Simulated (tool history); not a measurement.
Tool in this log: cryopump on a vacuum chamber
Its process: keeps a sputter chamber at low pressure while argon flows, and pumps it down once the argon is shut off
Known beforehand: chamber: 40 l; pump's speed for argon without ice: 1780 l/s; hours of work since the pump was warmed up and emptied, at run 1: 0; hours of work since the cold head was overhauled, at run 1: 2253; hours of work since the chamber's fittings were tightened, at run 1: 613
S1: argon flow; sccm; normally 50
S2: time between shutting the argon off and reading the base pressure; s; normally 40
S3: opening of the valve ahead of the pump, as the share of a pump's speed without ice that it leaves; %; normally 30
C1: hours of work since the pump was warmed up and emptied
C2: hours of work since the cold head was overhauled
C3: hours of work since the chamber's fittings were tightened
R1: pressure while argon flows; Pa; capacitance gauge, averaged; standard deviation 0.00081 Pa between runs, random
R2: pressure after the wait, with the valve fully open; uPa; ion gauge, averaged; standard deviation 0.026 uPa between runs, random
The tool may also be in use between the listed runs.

run	day	S1	S2	S3	C1	C2	C3	R1	R2
1	0	50	40	30	0	2253	613	0.1584	1.4
2	4.146	50	40	16	85	2337	698	0.2991	1.4
3	8.588	50	40	16	175	2428	788	0.3005	1.47
4	11.046	50	101	30	225	2478	838	0.1632	0.9
5	13.288	50	60	30	271	2524	884	0.1641	1.24
6	15.333	50	28	30	313	2565	926	0.1638	1.99
7	19.604	50	129	30	400	2652	1013	0.1658	0.92
8	23.283	50	28	27	475	2727	1088	0.1824	2.05
9	25.204	100	268	54	514	2767	1127	0.1969	0.91
# day 26.046: pump warmed up, emptied and cooled again
10	28.862	100	268	23	57	2837	1197	0.4204	0.84
11	32.979	50	40	39	141	2921	1281	0.1262	1.68

Consider 3 possible next runs. They are alternatives, not a sequence: every one starts from the tool as it was left by run 11. What does each give?
A	36.154	86	40	57	206	2986	1346	?	?
B	36.154	50	40	49	206	2986	1346	?	?
C	36.154	27	78	39	206	2986	1346	?	?

run	R1	R2
A	0.1512	1.65
B	0.1016	1.72
C	0.0676	1.26
Take away the tool's hidden state, keep each run's random variation, and the runs would have read:
run	R1	R2
A	0.1423	1.07
B	0.0964	1.12
C	0.0648	0.66

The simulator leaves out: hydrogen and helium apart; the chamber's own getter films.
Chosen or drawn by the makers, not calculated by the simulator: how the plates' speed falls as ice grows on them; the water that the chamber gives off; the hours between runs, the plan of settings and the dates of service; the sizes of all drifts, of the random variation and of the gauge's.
